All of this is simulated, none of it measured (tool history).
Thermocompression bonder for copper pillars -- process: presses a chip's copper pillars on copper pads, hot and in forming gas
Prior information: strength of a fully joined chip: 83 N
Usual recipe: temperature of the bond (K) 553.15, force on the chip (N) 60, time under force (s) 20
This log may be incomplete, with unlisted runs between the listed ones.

run    hour  temperature of the bond (K)  force on the chip (N)  time under force (s)  force that shears a chip off (N)
  1     0.0                       553.15                     60                    20                              50.7
  2    90.0                       553.15                     60                    20                              51.1
  3   183.3                       553.15                     60                    20                              50.5
      263.9  -- forming gas filter changed
  4   284.2                       553.15                     60                    20                              50.6
  5   336.3                       553.15                     60                    20                              50.2
  6   385.8                       538.15                     60                    20                              43.6
  7   450.0                       538.15                     60                    20                              43.3
  8   519.2                       538.15                     47                    20                              35.0
  9   562.9                       553.15                     60                    20                              50.9
 10   604.7                       553.15                     60                    20                              50.0
 11   686.3                       553.15                     60                    20                              50.3
      731.2  -- force cell calibrated
 12   758.3                       553.15                     60                    20                              51.2
 13   816.3                       553.15                     60                    20                              50.0
      836.1  -- forming gas filter changed
 14   915.2                       553.15                     60                    20                              50.4
      988.0  -- heater calibrated with a thermocouple chip
 15  1018.9                       542.15                     60                    20                              45.4
 16  1088.3                       542.15                     60                    20                              45.8
 17  1162.1                       553.15                     60                    20                              51.2
 18  1221.1                       553.15                     60                    20                              50.6
 19  1300.7                       553.15                     60                    20                              50.4
 20  1380.0                       556.15                     71                    47                              69.9
     1408.8  -- forming gas filter changed
 21  1471.7                       556.15                     71                    47                              70.5
 22  1527.0                       582.15                     84                    20                              73.0
 23  1611.1                       556.15                     84                    37                              72.9
 24  1692.6                       556.15                     84                    37                              72.7
 25  1774.5                       556.15                     84                    37                              73.7
 26  1815.9                       556.15                     84                    37                              72.3
 27  1869.0                       553.15                     43                    44                              48.4
 28  1941.6                       571.15                     85                    12                              64.7
     1980.6  -- forming gas filter changed
     2012.6  -- heater calibrated with a thermocouple chip
 29  2015.0                       548.15                     38                    45                              42.4
 30  2068.9                       544.15                     44                    10                              25.9
 31  2132.6                       535.15                     37                    20                              25.5
     2153.2  -- force cell calibrated
 32  2192.3                       535.15                     37                    20                              26.6
 33  2295.1                       544.15                     60                    20                              46.8
 34  2336.8                       553.15                     84                    11                              55.5
 35  2421.2                       569.15                     60                    14                              52.2
 36  2482.9                       542.15                     56                    19                              42.5
     2560.4  -- forming gas filter changed
 37  2582.5                       581.15                     72                    19                              68.0
 38  2684.3                       559.15                     47                    20                              43.5

Alternative continuations, all from the tool just after run 38; predict every row:
  A  2765.0                       538.15                     43                    27                                 ?
  B  2765.0                       553.15                     60                    54                                 ?
  C  2765.0                       549.15                     38                    13                                 ?

run  force that shears a chip off (N)
  A                              35.2
  B                              65.1
  C                              26.6
Stripped of hidden state, with their random variation kept, the same runs would have yielded:
run  force that shears a chip off (N)
  A                              35.4
  B                              65.4
  C                              26.8
